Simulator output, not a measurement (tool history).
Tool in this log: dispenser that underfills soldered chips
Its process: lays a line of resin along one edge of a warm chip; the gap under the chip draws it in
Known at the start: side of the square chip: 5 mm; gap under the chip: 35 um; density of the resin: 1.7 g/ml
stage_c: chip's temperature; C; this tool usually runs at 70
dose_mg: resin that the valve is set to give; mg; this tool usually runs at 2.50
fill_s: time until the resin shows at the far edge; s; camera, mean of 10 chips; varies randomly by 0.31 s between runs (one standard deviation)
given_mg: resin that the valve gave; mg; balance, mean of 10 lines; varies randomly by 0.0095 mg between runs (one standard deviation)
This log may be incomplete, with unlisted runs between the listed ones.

run	hour	stage_c	dose_mg	fill_s	given_mg
1	0.0	70	2.50	11.0	2.445
# hour 5.6: new syringe of resin
2	5.6	70	2.50	9.7	2.426
# hour 13.7: new syringe of resin
3	15.1	70	2.50	9.7	2.399
4	20.8	58	2.50	18.1	2.411
# hour 21.7: new syringe of resin
# hour 26.7: dispensing valve cleaned and set on the balance
# hour 31.0: new syringe of resin
5	31.0	58	2.50	14.7	2.488
6	36.8	70	2.93	11.3	2.920
# hour 39.2: new syringe of resin
7	42.7	70	2.93	10.0	2.902
# hour 47.3: new syringe of resin
8	49.5	63	2.50	12.8	2.464
# hour 55.6: new syringe of resin
9	58.8	63	2.50	13.5	2.491
# hour 63.8: new syringe of resin
10	64.8	63	2.50	13.1	2.464
11	69.5	63	2.50	14.9	2.455
# hour 72.1: new syringe of resin
12	78.0	77	2.50	8.9	2.428
# hour 80.9: new syringe of resin
13	82.6	77	2.50	7.7	2.433
# hour 89.1: new syringe of resin
14	90.3	83	2.71	6.2	2.626
# hour 97.5: new syringe of resin
15	97.7	83	2.71	6.0	2.630
# hour 106.2: new syringe of resin
# hour 107.2: dispensing valve cleaned and set on the balance
16	107.6	83	2.71	5.9	2.721
# hour 115.4: new syringe of resin
17	115.7	83	2.71	5.9	2.696
18	121.8	75	2.39	9.6	2.377
# hour 123.7: new syringe of resin
19	129.0	56	3.11	18.8	3.076
# hour 132.2: new syringe of resin
20	135.6	56	3.11	17.4	3.058
# hour 140.5: new syringe of resin
21	140.6	62	2.15	13.2	2.112

Forecast each of these 3 alternatives for the next run:
A	145.5	77	2.15	?	?
B	145.5	70	2.67	?	?
C	145.5	68	2.60	?	?

run	fill_s	given_mg
A	8.8	2.113
B	11.0	2.613
C	12.1	2.564
Without the tool's unlogged condition, the same runs would have read:
run	fill_s	given_mg
A	7.0	2.154
B	8.9	2.664
C	9.8	2.613
